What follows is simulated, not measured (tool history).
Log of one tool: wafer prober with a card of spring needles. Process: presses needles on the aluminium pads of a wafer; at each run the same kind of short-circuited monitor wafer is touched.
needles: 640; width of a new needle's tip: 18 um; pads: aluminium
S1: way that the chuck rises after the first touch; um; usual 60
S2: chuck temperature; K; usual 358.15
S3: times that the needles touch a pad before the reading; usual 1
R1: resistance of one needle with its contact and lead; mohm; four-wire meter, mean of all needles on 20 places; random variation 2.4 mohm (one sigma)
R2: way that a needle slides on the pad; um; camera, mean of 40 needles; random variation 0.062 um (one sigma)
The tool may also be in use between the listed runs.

run   hour  S1      S2  S3   R1     R2
  1    0.0  60  358.15   1  406  13.20
       3.7  -- tips cleaned on abrasive film
  2   10.9  60  358.15   1  406  13.21
      15.2  -- tips cleaned on abrasive film
      26.1  -- tips cleaned on abrasive film
  3   27.8  60  356.15   1  349  13.12
      38.4  -- tips cleaned on abrasive film
  4   46.1  60  356.15   1  409  13.18
      49.7  -- tips cleaned on abrasive film
  5   55.4  46  356.15   1  502  10.05
      61.1  -- tips cleaned on abrasive film
  6   66.5  43  356.15   1  515   9.20
      72.2  -- tips cleaned on abrasive film
      83.5  -- tips cleaned on abrasive film
  7   86.3  43  356.15   1  483   9.39
      95.5  -- tips cleaned on abrasive film
  8  101.3  60  358.15   1  399  13.04
     107.2  -- tips cleaned on abrasive film
     119.0  -- tips cleaned on abrasive film
  9  122.4  67  358.15   1  369  14.51
     130.5  -- tips cleaned on abrasive film
 10  133.3  67  358.15   1  359  14.51
     141.8  -- tips cleaned on abrasive film
 11  146.2  60  358.15   1  397  13.07
     153.0  -- tips cleaned on abrasive film
     165.2  -- tips cleaned on abrasive film
 12  166.2  60  358.15   1  331  12.91
     176.2  -- tips cleaned on abrasive film
 13  179.7  73  358.15   1  355  15.73
     187.8  -- tips cleaned on abrasive film
 14  198.0  73  358.15   1  378  15.74
     199.9  -- tips cleaned on abrasive film
     211.5  -- tips cleaned on abrasive film
 15  214.0  63  311.15   3  294  13.53
     223.4  -- tips cleaned on abrasive film
 16  230.8  63  311.15   3  306  13.48
     235.2  -- tips cleaned on abrasive film
 17  243.5  63  311.15   3  308  13.40
     246.3  -- tips cleaned on abrasive film
 18  253.8  63  311.15   3  315  13.40
     257.9  -- tips cleaned on abrasive film
     269.2  -- tips cleaned on abrasive film
 19  269.7  68  311.15   2  274  14.54
     279.9  -- tips cleaned on abrasive film
 20  279.9  68  299.15   2  259  14.48
     291.1  -- tips cleaned on abrasive film
 21  292.5  47  358.15   1  404   9.81
     301.8  -- tips cleaned on abrasive film
 22  311.7  47  358.15   1  536   9.73
     313.2  -- tips cleaned on abrasive film
     313.5  -- height of the first contact set anew
     324.1  -- tips cleaned on abrasive film
 23  327.9  42  368.15   2  415   9.31
     336.2  -- tips cleaned on abrasive film
 24  341.3  42  368.15   2  436   9.32
     347.3  -- tips cleaned on abrasive film
     358.8  -- tips cleaned on abrasive film
 25  362.3  66  353.15   3  310  14.54

4 ways to go on from here, each from the tool as it stands after run 25. What would each give?
     369.6  -- tips cleaned on abrasive film
  A  371.5  57  358.15   1   ?   ?
     369.6  -- tips cleaned on abrasive film
  B  371.5  42  353.15   2   ?   ?
     369.6  -- tips cleaned on abrasive film
  C  371.5  66  320.15   3   ?   ?
     369.6  -- tips cleaned on abrasive film
  D  371.5  44  339.15   2   ?   ?

run   R1     R2
  A  367  12.52
  B  384   9.18
  C  292  14.71
  D  370   9.71
Without the tool's hidden state the same runs would have given:
run   R1     R2
  A  271  12.64
  B  280   9.29
  C  263  14.83
  D  273   9.82
